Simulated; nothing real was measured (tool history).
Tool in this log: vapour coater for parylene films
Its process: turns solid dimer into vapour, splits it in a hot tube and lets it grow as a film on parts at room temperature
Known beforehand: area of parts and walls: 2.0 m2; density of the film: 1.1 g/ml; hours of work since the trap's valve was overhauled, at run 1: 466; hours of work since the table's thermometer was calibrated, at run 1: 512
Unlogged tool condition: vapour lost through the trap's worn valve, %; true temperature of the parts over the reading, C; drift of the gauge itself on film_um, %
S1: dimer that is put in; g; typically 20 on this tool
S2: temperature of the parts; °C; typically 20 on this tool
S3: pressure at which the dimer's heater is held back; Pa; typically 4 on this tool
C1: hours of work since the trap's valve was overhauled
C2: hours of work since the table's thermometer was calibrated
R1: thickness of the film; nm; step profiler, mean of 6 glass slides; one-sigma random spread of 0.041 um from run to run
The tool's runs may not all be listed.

Run 1, hour 0: usual settings; C1 466; C2 512. Result: R1 5900 nm.
Run 2, hour 20.1: usual settings; C1 478; C2 524. Result: R1 5890 nm.
Run 3, hour 35.5: usual settings; C1 487; C2 533. Result: R1 5810 nm.
Run 4, hour 55: usual settings; C1 499; C2 545. Result: R1 5840 nm.
Run 5, hour 69.9: usual settings; C1 507; C2 554. Result: R1 5850 nm.
At hour 84.6: trap's valve overhauled.
Run 6, hour 93.8: usual settings; C1 6; C2 565. Result: R1 6380 nm.
Run 7, hour 103.5: usual settings; C1 11; C2 571. Result: R1 6350 nm.
Run 8, hour 119.4: usual settings but S1 16 g; C1 21; C2 581. Result: R1 5050 nm.
At hour 121.4: table's thermometer calibrated.
Run 9, hour 139.1: usual settings but S1 16 g; C1 32; C2 11. Result: R1 4930 nm.
Run 10, hour 161: usual settings but S1 16 g; C1 45; C2 24. Result: R1 4940 nm.
Run 11, hour 180: usual settings but S1 16 g; C1 56; C2 35. Result: R1 4940 nm.
Run 12, hour 199: usual settings but S1 16 g; C1 68; C2 46. Result: R1 4990 nm.
Run 13, hour 214.6: usual settings but S3 4.13 Pa; C1 77; C2 55. Result: R1 6140 nm.
Run 14, hour 229.5: usual settings but S2 21 °C; C1 86; C2 64. Result: R1 6020 nm.
At hour 243.3: table's thermometer calibrated, once more.
Run 15, hour 250.3: usual settings but S1 15 g, S2 17 °C, S3 6.4 Pa; C1 97; C2 4. Result: R1 4600 nm.
Run 16, hour 262.9: usual settings but S1 27 g, S2 21 °C, S3 3.38 Pa; C1 105; C2 12. Result: R1 8740 nm.
Run 17, hour 282.9: usual settings but S1 27 g, S2 28 °C, S3 3.38 Pa; C1 117; C2 24. Result: R1 7600 nm.
Run 18, hour 300.2: usual settings but S1 27 g, S2 28 °C, S3 3.38 Pa; C1 127; C2 34. Result: R1 7530 nm.
Run 19, hour 313.2: usual settings but S2 16 °C; C1 135; C2 42. Result: R1 6890 nm.
Run 20, hour 329.4: usual settings but S2 16 °C; C1 145; C2 51. Result: R1 6890 nm.
Run 21, hour 343.3: usual settings but S2 16 °C; C1 153; C2 60. Result: R1 6840 nm.
Run 22, hour 354.8: usual settings but S1 19 g, S2 27 °C, S3 3.09 Pa; C1 160; C2 66. Result: R1 5520 nm.
Run 23, hour 369: usual settings but S1 31 g, S2 15 °C, S3 2.45 Pa; C1 168; C2 75. Result: R1 12110 nm.
Run 24, hour 382.9: usual settings but S1 31 g, S2 15 °C, S3 2.45 Pa; C1 176; C2 83. Result: R1 12270 nm.
Run 25, hour 402.6: usual settings but S1 31 g, S2 15 °C, S3 2.45 Pa; C1 188; C2 95. Result: R1 12130 nm.

Expected results for the next run?
Run 26, hour 416.2: usual settings but S1 31 g, S2 13 °C, S3 2.83 Pa; C1 196; C2 103. Result: R1 ?.

For run 26 the tool returned R1 12240 nm.
On a tool with no hidden condition, and with the same random variation, this run would have come out at R1 12730 nm.

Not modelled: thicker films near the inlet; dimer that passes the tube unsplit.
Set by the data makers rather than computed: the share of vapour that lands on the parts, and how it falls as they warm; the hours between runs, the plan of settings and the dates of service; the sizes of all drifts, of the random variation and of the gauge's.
